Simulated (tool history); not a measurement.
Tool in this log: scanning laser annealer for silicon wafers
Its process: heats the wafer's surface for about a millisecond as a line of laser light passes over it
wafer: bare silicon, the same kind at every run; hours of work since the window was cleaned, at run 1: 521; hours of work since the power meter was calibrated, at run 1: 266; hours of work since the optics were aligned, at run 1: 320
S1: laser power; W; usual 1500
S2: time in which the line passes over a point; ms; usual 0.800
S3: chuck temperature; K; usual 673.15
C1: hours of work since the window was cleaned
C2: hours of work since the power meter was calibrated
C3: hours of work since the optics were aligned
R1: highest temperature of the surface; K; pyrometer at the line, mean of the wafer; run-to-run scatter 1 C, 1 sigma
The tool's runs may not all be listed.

run,day,S1,S2,S3,C1,C2,C3,R1
1,0.000,1500,0.800,673.15,521,266,320,1404.15
2,0.917,1500,0.800,673.15,530,275,329,1403.15
3,1.625,1500,0.800,673.15,536,282,336,1405.15
4,2.342,1500,0.800,653.15,543,289,343,1381.15
5,3.204,1500,0.800,653.15,552,297,351,1384.15
6,3.862,1500,0.800,653.15,558,304,357,1384.15
7,4.800,1500,0.800,653.15,567,313,366,1382.15
8,5.471,1500,0.800,673.15,574,319,373,1402.15
9,6.467,1500,0.800,652.15,583,329,383,1383.15
10,7.054,1500,0.800,662.15,589,335,388,1392.15
11,7.658,1500,0.800,662.15,595,340,394,1394.15
12,8.212,1500,0.800,673.15,600,346,399,1400.15
13,9.221,1500,0.800,673.15,610,356,409,1402.15
14,10.017,1476,0.800,673.15,618,363,417,1388.15

Forecast run 15:
15,10.762,1537,0.748,635.15,625,371,424,?

{"run 15": {"R1": 1361.15}}
Take away the tool's hidden state, keep the run-to-run variation as it was, and the same run would have given R1 1377.15 K.

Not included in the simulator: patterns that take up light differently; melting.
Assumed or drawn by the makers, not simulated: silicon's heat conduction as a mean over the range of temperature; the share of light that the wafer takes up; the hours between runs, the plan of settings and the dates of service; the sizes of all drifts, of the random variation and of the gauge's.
